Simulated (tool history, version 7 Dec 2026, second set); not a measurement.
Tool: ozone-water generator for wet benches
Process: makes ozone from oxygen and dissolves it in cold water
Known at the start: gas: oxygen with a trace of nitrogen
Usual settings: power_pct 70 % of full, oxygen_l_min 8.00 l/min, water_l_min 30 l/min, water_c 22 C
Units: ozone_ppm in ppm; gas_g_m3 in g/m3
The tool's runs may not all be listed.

run   hour  power_pct  oxygen_l_min  water_l_min  water_c  ozone_ppm  gas_g_m3
  1    0.0         70          8.00           30       22       30.5     277.6
  2   29.0         70          8.00           30       22       30.5     276.5
  3   63.6         70          8.00           30       22       30.1     276.3
  4   85.0         70          8.00           30       22       30.4     276.1
  5  119.9         70          8.00           30       22       29.8     275.5
  6  156.8         70          8.00           30       22       30.5     277.4
  7  182.7         70          8.00           30       22       30.4     278.0
  8  211.1         70          4.87           30       22       29.9     368.5
  9  234.4         64          8.00           30       22       28.4     256.3
 10  264.5         64          8.00           30       22       28.2     258.4
 11  299.5         64          8.00           30       22       28.2     259.2
 12  322.2         64          8.00           30       22       28.2     259.9
     324.5  -- water thermometer calibrated
 13  354.3         64          8.00           30       22       28.1     258.5
 14  385.6         70          8.00           30       22       30.0     275.2
 15  412.4         70          8.00           30       22       29.8     273.7
 16  439.6         70          8.00           30       22       29.9     273.1
 17  465.4         70          8.00           30       22       29.8     276.0
 18  500.8         51          6.73           18       17       37.9     241.8

The next listed run, before its measurement:
 19  534.2         99          5.59           30       22          ?         ?

Run 19 gave ozone_ppm 38.6 ppm, gas_g_m3 435.6 g/m3.
Without the tool's hidden state the same run would have given ozone_ppm 39.7 ppm, gas_g_m3 439.0 g/m3.
